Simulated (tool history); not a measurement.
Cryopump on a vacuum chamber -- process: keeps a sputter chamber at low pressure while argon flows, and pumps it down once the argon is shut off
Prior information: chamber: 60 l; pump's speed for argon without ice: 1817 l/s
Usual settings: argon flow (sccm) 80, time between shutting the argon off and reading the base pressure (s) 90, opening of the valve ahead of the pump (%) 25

| run | hour | argon flow (sccm) | time between shutting the argon off and reading the base pressure (s) | opening of the valve ahead of the pump (%) | pressure while argon flows (Pa) | pressure after the wait (uPa) |
|---|---|---|---|---|---|---|
| 1 | 0.0 | 80 | 90 | 25 | 0.3005 | 1.21 |
| 2 | 33.4 | 80 | 90 | 40 | 0.1895 | 1.21 |
| 3 | 104.6 | 80 | 90 | 25 | 0.3035 | 1.21 |
| 4 | 161.3 | 80 | 90 | 25 | 0.3037 | 1.21 |
| 5 | 222.7 | 134 | 90 | 25 | 0.5076 | 1.31 |
| 6 | 270.9 | 134 | 90 | 25 | 0.5106 | 1.30 |
| 7 | 340.5 | 134 | 90 | 25 | 0.5111 | 1.29 |
| 8 | 390.6 | 44 | 90 | 25 | 0.1689 | 1.35 |
| 9 | 434.4 | 44 | 90 | 25 | 0.1686 | 1.30 |
| 10 | 476.0 | 44 | 90 | 25 | 0.1687 | 1.37 |
| 11 | 538.0 | 59 | 90 | 23 | 0.2445 | 1.38 |
|  | 558.4 | leaking fittings of the chamber tightened, without venting |
| 12 | 577.0 | 33 | 55 | 50 | 0.0661 | 0.85 |
| 13 | 652.4 | 60 | 55 | 23 | 0.2506 | 0.92 |
| 14 | 704.9 | 122 | 90 | 17 | 0.6880 | 0.66 |
| 15 | 782.9 | 122 | 90 | 17 | 0.6863 | 0.70 |
| 16 | 822.5 | 80 | 122 | 22 | 0.3522 | 0.58 |
| 17 | 891.9 | 80 | 77 | 25 | 0.3108 | 0.80 |

Some steps in pressure while argon flows (Pa) between neighbouring runs. How much of each would the tool show without its hidden state too (settings, what came in, random variation), and how much is left for the hidden state, with any gauge scatter that isn't in both results?
What the log doesn't record here: pump's speed, % of a pump's without ice; cold plate's temperature, K; leak into the chamber, uPa l/s; drift of the gauge itself on working_pa, %; drift of the gauge itself on base_upa, %.
Run 13 -> 14: argon flow (sccm) 60 -> 122, time between shutting the argon off and reading the base pressure (s) 55 -> 90, opening of the valve ahead of the pump (%) 23 -> 17. pressure while argon flows (Pa) +0.4374: hidden state +0.0095, all else +0.4279.
